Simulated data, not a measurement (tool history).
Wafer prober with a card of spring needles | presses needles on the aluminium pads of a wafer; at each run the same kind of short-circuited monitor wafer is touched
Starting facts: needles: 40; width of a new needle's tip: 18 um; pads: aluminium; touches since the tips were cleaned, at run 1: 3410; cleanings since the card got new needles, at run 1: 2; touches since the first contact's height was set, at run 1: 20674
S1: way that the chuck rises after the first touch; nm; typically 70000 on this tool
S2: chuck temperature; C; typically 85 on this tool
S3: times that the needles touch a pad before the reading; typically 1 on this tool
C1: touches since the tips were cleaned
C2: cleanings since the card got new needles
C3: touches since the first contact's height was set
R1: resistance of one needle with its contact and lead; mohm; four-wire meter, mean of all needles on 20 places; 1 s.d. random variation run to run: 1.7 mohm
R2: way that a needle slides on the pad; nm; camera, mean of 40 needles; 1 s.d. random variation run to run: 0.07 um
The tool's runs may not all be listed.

run	day	S1	S2	S3	C1	C2	C3	R1	R2
1	0.000	70000	85	1	3410	2	20674	361	15280
# day 0.471: tips cleaned on abrasive film
2	0.996	70000	85	1	4745	3	29630	458	15160
# day 1.308: tips cleaned on abrasive film
3	2.083	88000	85	1	7033	4	39448	340	19130
# day 2.179: tips cleaned on abrasive film
# day 3.050: tips cleaned on abrasive film
4	3.100	88000	85	1	426	6	48541	204	19190
5	3.742	70000	85	1	6239	6	54354	403	15200
# day 3.983: tips cleaned on abrasive film
# day 4.821: tips cleaned on abrasive film
6	4.850	70000	85	1	279	8	64298	219	15200
# day 5.200: tips cleaned on abrasive film, once more
7	5.538	70000	117	1	3026	9	70462	339	15040
# day 6.121: tips cleaned on abrasive film
8	6.825	70000	117	1	6394	10	82092	401	15190
# day 7.038: tips cleaned on abrasive film
9	7.479	70000	57	1	3980	11	87961	381	15160
# day 7.871: tips cleaned on abrasive film
10	8.500	70000	57	1	5703	12	97166	402	15110
# day 8.721: tips cleaned on abrasive film
11	9.288	70000	85	1	5149	13	104242	403	15160
# day 9.550: tips cleaned on abrasive film
12	9.921	70000	85	1	3356	14	109916	361	15010
# day 10.392: tips cleaned on abrasive film
13	10.608	70000	85	1	1954	15	116105	310	15250
14	11.208	70000	85	1	7368	15	121519	427	15120
# day 11.312: tips cleaned on abrasive film
# day 12.208: tips cleaned on abrasive film
15	12.208	70000	85	1	0	17	130472	196	15070
# day 13.100: tips cleaned on abrasive film
16	13.525	70000	85	1	3833	18	142340	376	14980
# day 14.008: tips cleaned on abrasive film
17	14.383	70000	85	1	3386	19	150081	366	14970
# day 14.846: tips cleaned on abrasive film
18	15.175	70000	77	1	2990	20	157202	364	14950
# day 15.800: tips cleaned on abrasive film
19	16.204	70000	77	1	3628	21	166454	361	14920
# day 16.692: tips cleaned on abrasive film
# day 17.538: tips cleaned on abrasive film
20	17.625	70000	77	1	813	23	179242	262	14910
# day 18.375: tips cleaned on abrasive film
21	18.375	70000	77	1	0	24	185978	186	15040
# day 19.229: tips cleaned on abrasive film
22	19.446	70000	77	2	1950	25	195607	248	14910
23	20.017	70000	77	2	7143	25	200800	330	15070
# day 20.096: tips cleaned on abrasive film
24	20.742	61000	35	1	5846	26	207313	503	12960
# day 20.979: tips cleaned on abrasive film
25	21.725	85000	42	2	6726	27	216146	284	18130
# day 21.829: tips cleaned on abrasive film
# day 22.592: height of the first contact set anew
26	22.646	84000	43	2	7253	28	483	276	18390
# day 22.708: tips cleaned on abrasive film
27	23.525	76000	40	1	7389	29	8420	403	16470
# day 23.604: tips cleaned on abrasive film
28	24.117	73000	85	3	4648	30	13722	250	15880
# day 24.467: tips cleaned on abrasive film
29	25.067	87000	44	1	5425	31	22285	349	18950
# day 25.404: tips cleaned on abrasive film
# day 26.275: tips cleaned on abrasive film
30	26.346	87000	29	2	635	33	33760	191	18900
# day 27.133: tips cleaned on abrasive film
31	27.388	78000	43	2	2281	34	43136	236	16990
# day 28.042: tips cleaned on abrasive film
32	28.817	78000	43	2	6997	35	56021	302	17040
# day 28.950: tips cleaned on abrasive film
# day 29.812: tips cleaned on abrasive film
33	29.812	90000	59	2	0	37	64954	171	19410

Across each entry between runs, compare the hidden state at the last listed run before it with the hidden state at the first listed run after it:
Between runs 1 and 2: tips cleaned on abrasive film (day 0.471)
  debris on the tips, nm: 135.1 -> 200.9; way that the needles fall short of the set height, um: 0.17 -> 0.28; tips' diameter, um: 18.06 -> 18.09
  the result without the hidden state subtracted from the measured one, R1: +190 -> +286 mohm; R2: -30 -> -60 nm
Between runs 2 and 3: tips cleaned on abrasive film (day 1.308)
  debris on the tips, nm: 200.9 -> 175.5; way that the needles fall short of the set height, um: 0.28 -> 0.33; tips' diameter, um: 18.09 -> 18.11
  the result without the hidden state subtracted from the measured one, R1: +286 -> +170 mohm; R2: -60 -> -70 nm
Between runs 3 and 4: tips cleaned on abrasive film (day 2.179); tips cleaned on abrasive film (day 3.050)
  debris on the tips, nm: 175.5 -> 35.5; way that the needles fall short of the set height, um: 0.33 -> 0.45; tips' diameter, um: 18.11 -> 18.15
  the result without the hidden state subtracted from the measured one, R1: +170 -> +35 mohm; R2: -70 -> -100 nm
Between runs 5 and 6: tips cleaned on abrasive film (day 3.983); tips cleaned on abrasive film (day 4.821)
  debris on the tips, nm: 166.8 -> 32; way that the needles fall short of the set height, um: 0.45 -> 0.61; tips' diameter, um: 18.15 -> 18.21
  the result without the hidden state subtracted from the measured one, R1: +234 -> +46 mohm; R2: -100 -> -130 nm
Between runs 6 and 7: tips cleaned on abrasive film, once more (day 5.200)
  debris on the tips, nm: 32 -> 122.1; way that the needles fall short of the set height, um: 0.61 -> 0.67; tips' diameter, um: 18.21 -> 18.22
  the result without the hidden state subtracted from the measured one, R1: +46 -> +165 mohm; R2: -130 -> -140 nm
Between runs 7 and 8: tips cleaned on abrasive film (day 6.121)
  debris on the tips, nm: 122.1 -> 169.3; way that the needles fall short of the set height, um: 0.67 -> 0.74; tips' diameter, um: 18.22 -> 18.25
  the result without the hidden state subtracted from the measured one, R1: +165 -> +227 mohm; R2: -140 -> -160 nm
Between runs 8 and 9: tips cleaned on abrasive film (day 7.038)
  debris on the tips, nm: 169.3 -> 141.8; way that the needles fall short of the set height, um: 0.74 -> 0.79; tips' diameter, um: 18.25 -> 18.27
  the result without the hidden state subtracted from the measured one, R1: +227 -> +216 mohm; R2: -160 -> -180 nm
Between runs 9 and 10: tips cleaned on abrasive film (day 7.871)
  debris on the tips, nm: 141.8 -> 161.2; way that the needles fall short of the set height, um: 0.79 -> 0.84; tips' diameter, um: 18.27 -> 18.29
  the result without the hidden state subtracted from the measured one, R1: +216 -> +239 mohm; R2: -180 -> -180 nm
Between runs 10 and 11: tips cleaned on abrasive film (day 8.721)
  debris on the tips, nm: 161.2 -> 158.6; way that the needles fall short of the set height, um: 0.84 -> 0.91; tips' diameter, um: 18.29 -> 18.31
  the result without the hidden state subtracted from the measured one, R1: +239 -> +231 mohm; R2: -180 -> -200 nm
Between runs 11 and 12: tips cleaned on abrasive film (day 9.550)
  debris on the tips, nm: 158.6 -> 132.1; way that the needles fall short of the set height, um: 0.91 -> 1; tips' diameter, um: 18.31 -> 18.34
  the result without the hidden state subtracted from the measured one, R1: +231 -> +191 mohm; R2: -200 -> -210 nm
Between runs 12 and 13: tips cleaned on abrasive film (day 10.392)
  debris on the tips, nm: 132.1 -> 96.1; way that the needles fall short of the set height, um: 1 -> 1.09; tips' diameter, um: 18.34 -> 18.37
  the result without the hidden state subtracted from the measured one, R1: +191 -> +141 mohm; R2: -210 -> -240 nm
Between runs 14 and 15: tips cleaned on abrasive film (day 11.312); tips cleaned on abrasive film (day 12.208)
  debris on the tips, nm: 177.8 -> 16.6; way that the needles fall short of the set height, um: 1.09 -> 1.25; tips' diameter, um: 18.37 -> 18.43
  the result without the hidden state subtracted from the measured one, R1: +257 -> +25 mohm; R2: -240 -> -270 nm
Between runs 15 and 16: tips cleaned on abrasive film (day 13.100)
  debris on the tips, nm: 16.6 -> 139; way that the needles fall short of the set height, um: 1.25 -> 1.32; tips' diameter, um: 18.43 -> 18.45
  the result without the hidden state subtracted from the measured one, R1: +25 -> +206 mohm; R2: -270 -> -280 nm
Between runs 16 and 17: tips cleaned on abrasive film (day 14.008)
  debris on the tips, nm: 139 -> 130.1; way that the needles fall short of the set height, um: 1.32 -> 1.41; tips' diameter, um: 18.45 -> 18.49
  the result without the hidden state subtracted from the measured one, R1: +206 -> +195 mohm; R2: -280 -> -310 nm
Between runs 17 and 18: tips cleaned on abrasive film (day 14.846)
  debris on the tips, nm: 130.1 -> 127.6; way that the needles fall short of the set height, um: 1.41 -> 1.49; tips' diameter, um: 18.49 -> 18.51
  the result without the hidden state subtracted from the measured one, R1: +195 -> +194 mohm; R2: -310 -> -320 nm
Between runs 18 and 19: tips cleaned on abrasive film (day 15.800)
  debris on the tips, nm: 127.6 -> 126.6; way that the needles fall short of the set height, um: 1.49 -> 1.56; tips' diameter, um: 18.51 -> 18.54
  the result without the hidden state subtracted from the measured one, R1: +194 -> +192 mohm; R2: -320 -> -340 nm
Between runs 19 and 20: tips cleaned on abrasive film (day 16.692); tips cleaned on abrasive film (day 17.538)
  debris on the tips, nm: 126.6 -> 59.9; way that the needles fall short of the set height, um: 1.56 -> 1.69; tips' diameter, um: 18.54 -> 18.58
  the result without the hidden state subtracted from the measured one, R1: +192 -> +92 mohm; R2: -340 -> -370 nm
Between runs 20 and 21: tips cleaned on abrasive film (day 18.375)
  debris on the tips, nm: 59.9 -> 9.5; way that the needles fall short of the set height, um: 1.69 -> 1.77; tips' diameter, um: 18.58 -> 18.61
  the result without the hidden state subtracted from the measured one, R1: +92 -> +15 mohm; R2: -370 -> -390 nm
Between runs 21 and 22: tips cleaned on abrasive film (day 19.229)
  debris on the tips, nm: 9.5 -> 87.5; way that the needles fall short of the set height, um: 1.77 -> 1.82; tips' diameter, um: 18.61 -> 18.63
  the result without the hidden state subtracted from the measured one, R1: +15 -> +81 mohm; R2: -390 -> -400 nm
Between runs 23 and 24: tips cleaned on abrasive film (day 20.096)
  debris on the tips, nm: 173 -> 161.1; way that the needles fall short of the set height, um: 1.82 -> 1.89; tips' diameter, um: 18.63 -> 18.65
  the result without the hidden state subtracted from the measured one, R1: +161 -> +341 mohm; R2: -400 -> -410 nm
Between runs 24 and 25: tips cleaned on abrasive film (day 20.979)
  debris on the tips, nm: 161.1 -> 174; way that the needles fall short of the set height, um: 1.89 -> 1.97; tips' diameter, um: 18.65 -> 18.68
  the result without the hidden state subtracted from the measured one, R1: +341 -> +123 mohm; R2: -410 -> -430 nm
Between runs 25 and 26: tips cleaned on abrasive film (day 21.829); height of the first contact set anew (day 22.592)
  debris on the tips, nm: 174 -> 172.2; way that the needles fall short of the set height, um: 1.97 -> 0; tips' diameter, um: 18.68 -> 18.7
  the result without the hidden state subtracted from the measured one, R1: +123 -> +118 mohm; R2: -430 -> +0 nm
Between runs 26 and 27: tips cleaned on abrasive film (day 22.708)
  debris on the tips, nm: 172.2 -> 178.3; way that the needles fall short of the set height, um: 0 -> 0.08; tips' diameter, um: 18.7 -> 18.73
  the result without the hidden state subtracted from the measured one, R1: +118 -> +243 mohm; R2: +0 -> -20 nm
Between runs 27 and 28: tips cleaned on abrasive film (day 23.604)
  debris on the tips, nm: 178.3 -> 153.3; way that the needles fall short of the set height, um: 0.08 -> 0.15; tips' diameter, um: 18.73 -> 18.75
  the result without the hidden state subtracted from the measured one, R1: +243 -> +77 mohm; R2: -20 -> -30 nm
Between runs 28 and 29: tips cleaned on abrasive film (day 24.467)
  debris on the tips, nm: 153.3 -> 166.5; way that the needles fall short of the set height, um: 0.15 -> 0.24; tips' diameter, um: 18.75 -> 18.79
  the result without the hidden state subtracted from the measured one, R1: +77 -> +187 mohm; R2: -30 -> -50 nm
Between runs 29 and 30: tips cleaned on abrasive film (day 25.404); tips cleaned on abrasive film (day 26.275)
  debris on the tips, nm: 166.5 -> 45.2; way that the needles fall short of the set height, um: 0.24 -> 0.38; tips' diameter, um: 18.79 -> 18.84
  the result without the hidden state subtracted from the measured one, R1: +187 -> +31 mohm; R2: -50 -> -80 nm
Between runs 30 and 31: tips cleaned on abrasive film (day 27.133)
  debris on the tips, nm: 45.2 -> 96.9; way that the needles fall short of the set height, um: 0.38 -> 0.46; tips' diameter, um: 18.84 -> 18.86
  the result without the hidden state subtracted from the measured one, R1: +31 -> +78 mohm; R2: -80 -> -100 nm
Between runs 31 and 32: tips cleaned on abrasive film (day 28.042)
  debris on the tips, nm: 96.9 -> 173.7; way that the needles fall short of the set height, um: 0.46 -> 0.52; tips' diameter, um: 18.86 -> 18.88
  the result without the hidden state subtracted from the measured one, R1: +78 -> +140 mohm; R2: -100 -> -110 nm
Between runs 32 and 33: tips cleaned on abrasive film (day 28.950); tips cleaned on abrasive film (day 29.812)
  debris on the tips, nm: 173.7 -> 15.1; way that the needles fall short of the set height, um: 0.52 -> 0.69; tips' diameter, um: 18.88 -> 18.94
  the result without the hidden state subtracted from the measured one, R1: +140 -> +10 mohm; R2: -110 -> -150 nm
